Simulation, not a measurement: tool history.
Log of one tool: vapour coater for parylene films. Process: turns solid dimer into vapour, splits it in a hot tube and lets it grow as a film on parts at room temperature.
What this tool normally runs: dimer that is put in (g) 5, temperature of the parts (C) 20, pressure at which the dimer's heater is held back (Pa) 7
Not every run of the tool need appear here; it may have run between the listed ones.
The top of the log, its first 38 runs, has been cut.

run	hour	dimer that is put in (g)	temperature of the parts (C)	pressure at which the dimer's heater is held back (Pa)	thickness of the film (µm)
39	744.6	3	25	3.54	0.497
# hour 764.6: trap's valve overhauled, once more
40	771.6	3	25	3.54	0.567
41	791.9	3	25	3.54	0.562
42	819.8	2	23	2.04	0.456
43	836.2	4	14	10.18	0.831
44	850	2	18	8.88	0.365
45	876	4	20	7	0.729
46	897	4	20	7	0.742

What if the next run were any one of these 5? Each begins from the tool's condition after run 46:
A	924.4	2	20	7	?
B	924.4	6	20	2.49	?
C	924.4	6	29	3.17	?
D	924.4	5	12	3.26	?
E	924.4	7	20	4.05	?

run	thickness of the film (µm)
A	0.37
B	1.407
C	0.982
D	1.436
E	1.446
Without the tool's hidden state the same runs would have given:
run	thickness of the film (µm)
A	0.381
B	1.446
C	1.01
D	1.477
E	1.487
